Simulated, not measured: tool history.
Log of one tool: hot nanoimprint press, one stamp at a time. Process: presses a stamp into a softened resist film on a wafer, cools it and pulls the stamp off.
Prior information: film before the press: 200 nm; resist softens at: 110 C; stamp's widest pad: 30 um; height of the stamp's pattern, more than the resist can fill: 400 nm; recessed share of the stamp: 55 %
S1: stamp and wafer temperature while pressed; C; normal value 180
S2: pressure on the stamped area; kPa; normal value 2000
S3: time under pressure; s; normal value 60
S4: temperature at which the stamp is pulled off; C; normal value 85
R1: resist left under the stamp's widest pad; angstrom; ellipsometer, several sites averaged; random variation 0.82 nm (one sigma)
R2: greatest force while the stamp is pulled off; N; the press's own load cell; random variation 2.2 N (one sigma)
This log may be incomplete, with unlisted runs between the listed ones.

Run 1, hour 0.0: usual settings. Result: R1 1069 angstrom, R2 121 N.
Run 2, hour 33.3: usual settings. Result: R1 1078 angstrom, R2 132 N.
Run 3, hour 103.0: usual settings. Result: R1 1072 angstrom, R2 139 N.
Run 4, hour 167.3: usual settings but S2 2800 kPa. Result: R1 897 angstrom, R2 147 N.
Run 5, hour 225.4: usual settings but S3 106 s. Result: R1 902 angstrom, R2 151 N.
Run 6, hour 257.6: usual settings. Result: R1 1061 angstrom, R2 160 N.
Run 7, hour 327.9: usual settings. Result: R1 1060 angstrom, R2 159 N.
Run 8, hour 375.6: usual settings. Result: R1 1053 angstrom, R2 168 N.
Run 9, hour 444.2: usual settings. Result: R1 1050 angstrom, R2 184 N.
Run 10, hour 487.7: usual settings. Result: R1 1047 angstrom, R2 181 N.
At hour 507.7: stamp cleaned and given a new release coat.
Run 11, hour 529.5: usual settings but S4 77 C. Result: R1 1048 angstrom, R2 118 N.
Run 12, hour 575.7: usual settings but S4 77 C. Result: R1 1036 angstrom, R2 118 N.
Run 13, hour 645.2: usual settings but S4 77 C. Result: R1 1048 angstrom, R2 137 N.
Run 14, hour 718.4: usual settings but S1 183 C. Result: R1 937 angstrom, R2 119 N.
At hour 785.6: press's hydraulic seals changed and the load cell set to zero.
Run 15, hour 792.8: usual settings but S1 178 C. Result: R1 1076 angstrom, R2 127 N.
At hour 836.5: plate thermocouple calibrated.
Run 16, hour 869.8: usual settings but S1 178 C, S2 1450 kPa. Result: R1 1362 angstrom, R2 140 N.
Run 17, hour 918.7: usual settings but S1 178 C, S2 1250 kPa, S3 87 s. Result: R1 1308 angstrom, R2 147 N.
Run 18, hour 961.9: usual settings but S1 178 C, S2 1250 kPa, S3 87 s. Result: R1 1306 angstrom, R2 151 N.
Run 19, hour 1035.9: usual settings but S1 178 C, S2 1610 kPa, S3 35 s, S4 71 C. Result: R1 1447 angstrom, R2 212 N.
Run 20, hour 1080.0: usual settings but S1 178 C, S2 1230 kPa, S3 89 s, S4 71 C. Result: R1 1324 angstrom, R2 219 N.
Run 21, hour 1142.7: usual settings but S1 173 C, S2 2620 kPa, S4 73 C. Result: R1 1232 angstrom, R2 221 N.
Run 22, hour 1201.6: usual settings but S1 173 C, S2 2620 kPa, S4 73 C. Result: R1 1235 angstrom, R2 230 N.
Run 23, hour 1247.6: usual settings but S1 189 C, S2 2620 kPa, S4 73 C. Result: R1 631 angstrom, R2 234 N.
At hour 1266.9: stamp cleaned and given a new release coat.
Run 24, hour 1303.5: usual settings but S1 178 C, S2 2280 kPa, S3 45 s, S4 83 C. Result: R1 1164 angstrom, R2 106 N.
Run 25, hour 1347.5: usual settings but S2 2760 kPa, S3 31 s, S4 70 C. Result: R1 1061 angstrom, R2 147 N.
Run 26, hour 1401.3: usual settings but S4 80 C. Result: R1 1058 angstrom, R2 118 N.
Run 27, hour 1466.0: usual settings but S2 3060 kPa, S3 85 s, S4 80 C. Result: R1 723 angstrom, R2 137 N.
Run 28, hour 1513.5: usual settings but S1 190 C, S2 1690 kPa, S3 85 s, S4 80 C. Result: R1 677 angstrom, R2 136 N.
Run 29, hour 1588.2: usual settings but S1 190 C, S2 1690 kPa, S3 85 s, S4 80 C. Result: R1 670 angstrom, R2 146 N.
Run 30, hour 1624.7: usual settings but S1 190 C, S2 1690 kPa, S3 85 s, S4 80 C. Result: R1 665 angstrom, R2 159 N.

Results for each run, recomputed without the tool's hidden state and with each run's random variation untouched:
Hidden state present: true temperature over the reading, C; pressure that arrives at the usual setting, %; grip of the stamp's worn release coat, % over a new coat's; drift of the gauge itself on residual_nm, %; drift of the gauge itself on pull_off_n, %.
run    R1   R2
  1  1066   96
  2  1077  103
  3  1074  103
  4   893  102
  5   911  100
  6  1074  104
  7  1076   98
  8  1073  101
  9  1074  105
 10  1074   99
 11  1077  118
 12  1067  114
 13  1084  124
 14   972  101
 15  1163  102
 16  1360  101
 17  1310  102
 18  1311  100
 19  1456  133
 20  1338  133
 21  1249  128
 22  1255  128
 23   642  125
 24  1190  104
 25  1086  137
 26  1089  105
 27   746  115
 28   701  109
 29   697  111
 30   693  116
